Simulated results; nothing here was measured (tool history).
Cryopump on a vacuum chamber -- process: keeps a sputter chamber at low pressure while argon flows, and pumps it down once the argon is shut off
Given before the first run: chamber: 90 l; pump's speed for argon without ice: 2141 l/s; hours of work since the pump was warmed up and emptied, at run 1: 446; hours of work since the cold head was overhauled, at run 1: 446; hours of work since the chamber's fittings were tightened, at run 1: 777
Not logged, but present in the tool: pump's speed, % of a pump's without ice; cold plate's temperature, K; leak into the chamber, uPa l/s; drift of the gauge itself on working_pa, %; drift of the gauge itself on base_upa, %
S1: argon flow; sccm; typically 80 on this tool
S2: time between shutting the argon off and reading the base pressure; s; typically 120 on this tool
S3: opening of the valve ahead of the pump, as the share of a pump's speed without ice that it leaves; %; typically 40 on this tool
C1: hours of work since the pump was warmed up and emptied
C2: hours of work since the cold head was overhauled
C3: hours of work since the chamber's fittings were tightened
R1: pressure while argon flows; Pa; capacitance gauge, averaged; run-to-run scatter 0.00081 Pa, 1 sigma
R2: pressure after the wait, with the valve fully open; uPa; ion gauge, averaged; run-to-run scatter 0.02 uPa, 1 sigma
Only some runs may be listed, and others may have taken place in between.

run	hour	S1	S2	S3	C1	C2	C3	R1	R2
1	0.0	80	120	40	446	446	777	0.1639	0.68
2	39.4	80	120	36	464	464	796	0.1835	0.67
3	73.2	144	120	40	481	481	812	0.2949	0.75
4	114.7	80	120	20	500	500	831	0.3236	0.75
5	135.4	80	120	20	510	510	841	0.3226	0.75
6	156.1	80	120	20	520	520	851	0.3210	0.77
7	175.2	80	141	40	529	529	860	0.1660	0.79
8	206.1	80	141	40	544	544	875	0.1652	0.73
9	240.4	105	141	40	560	560	891	0.2145	0.74
10	273.3	105	141	40	575	575	907	0.2159	0.76
11	314.3	105	141	40	595	595	926	0.2168	0.74
12	353.5	105	141	40	613	613	945	0.2159	0.76
13	371.0	105	141	40	622	622	953	0.2158	0.87
14	391.0	105	141	40	631	631	962	0.2185	0.82
15	426.3	105	141	40	648	648	979	0.2181	0.83
16	462.1	117	120	21	665	665	996	0.4499	0.83
17	496.0	104	59	18	681	681	1012	0.4666	0.97
18	532.9	127	120	40	698	698	1030	0.2660	0.88
19	557.5	128	139	47	710	710	1041	0.2306	0.91
20	584.3	128	139	47	723	723	1054	0.2314	0.90
21	610.3	134	120	40	735	735	1066	0.2792	0.90
22	650.3	34	113	23	754	754	1085	0.1216	0.92
23	687.2	34	113	23	771	771	1103	0.1215	0.99
24	709.1	155	27	17	782	782	1113	0.7423	1.40
25	733.4	80	209	53	793	793	1125	0.1299	0.87
26	769.9	87	221	34	811	811	1142	0.2131	0.89

Alternative continuations, all from the tool just after run 26; predict every row:
A	805.5	80	120	29	827	827	1159	?	?
B	805.5	87	221	31	827	827	1159	?	?
C	805.5	55	258	24	827	827	1159	?	?
D	805.5	47	62	38	827	827	1159	?	?

run	R1	R2
A	0.2283	1.01
B	0.2344	0.94
C	0.1873	0.90
D	0.1040	1.07
Had the tool no hidden state, the same runs would have come out as:
run	R1	R2
A	0.2177	0.27
B	0.2229	0.21
C	0.1801	0.17
D	0.0978	0.37
